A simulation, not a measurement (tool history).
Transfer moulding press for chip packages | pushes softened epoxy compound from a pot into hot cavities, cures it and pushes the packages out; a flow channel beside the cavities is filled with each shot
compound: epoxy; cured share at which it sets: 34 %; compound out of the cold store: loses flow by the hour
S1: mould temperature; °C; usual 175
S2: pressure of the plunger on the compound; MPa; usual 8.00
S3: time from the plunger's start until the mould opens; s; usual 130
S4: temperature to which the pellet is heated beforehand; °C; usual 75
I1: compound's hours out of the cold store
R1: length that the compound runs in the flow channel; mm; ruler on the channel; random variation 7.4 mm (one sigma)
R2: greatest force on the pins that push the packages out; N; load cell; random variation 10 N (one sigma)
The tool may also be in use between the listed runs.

run,hour,S1,S2,S3,S4,I1,R1,R2
1,0.0,175,8.00,130,75,46.6,753,566
2,44.8,175,8.00,130,76,44.6,764,667
3,102.2,175,8.00,130,68,23.6,838,793
# hour 115.5: plunger's sealing rings changed
# hour 117.0: cavities cleaned with cleaning compound and waxed
4,144.0,175,8.00,130,68,34.5,838,567
5,184.4,175,8.00,130,68,28.7,872,667
6,245.5,175,8.00,130,68,15.3,926,747
# hour 269.2: cavities cleaned with cleaning compound and waxed
7,307.8,175,8.00,130,75,21.7,891,622
8,356.6,175,8.00,130,75,29.2,846,686
9,412.0,175,8.00,155,75,33.7,821,697
# hour 426.4: cavities cleaned with cleaning compound and waxed
10,480.8,175,8.00,155,75,8.9,940,574
# hour 488.3: mould's thermocouples calibrated
11,555.6,175,8.00,130,72,26.9,838,746
# hour 584.3: cavities cleaned with cleaning compound and waxed
12,588.3,175,8.00,130,72,35.8,821,495
13,646.5,175,8.00,130,75,9.7,919,693
14,685.2,175,8.00,130,75,19.6,869,702
# hour 696.6: mould's thermocouples calibrated, once more
# hour 739.2: cavities cleaned with cleaning compound and waxed
15,739.2,175,8.00,111,75,10.8,927,616
16,786.2,175,6.32,154,75,14.2,789,556
17,826.3,175,7.18,116,70,10.4,869,804
18,861.9,175,6.92,120,75,31.4,770,811
# hour 891.6: cavities cleaned with cleaning compound and waxed
19,936.6,181,7.79,131,75,28.3,805,529
20,995.8,174,8.05,165,80,43.7,773,654
21,1036.8,174,8.05,165,80,31.8,816,666
# hour 1046.5: cavities cleaned with cleaning compound and waxed
22,1087.8,174,8.05,165,80,16.7,867,564
23,1145.7,174,8.05,165,80,10.7,893,655

Run 24 comes next. What will it give?
# hour 1151.8: plunger's sealing rings changed
# hour 1203.8: cavities cleaned with cleaning compound and waxed
24,1208.7,174,6.20,135,68,40.6,?,?

{"run 24": {"R1": 727, "R2": 503}}
Without the tool's hidden state the same run would have given R1 729 mm, R2 475 N.

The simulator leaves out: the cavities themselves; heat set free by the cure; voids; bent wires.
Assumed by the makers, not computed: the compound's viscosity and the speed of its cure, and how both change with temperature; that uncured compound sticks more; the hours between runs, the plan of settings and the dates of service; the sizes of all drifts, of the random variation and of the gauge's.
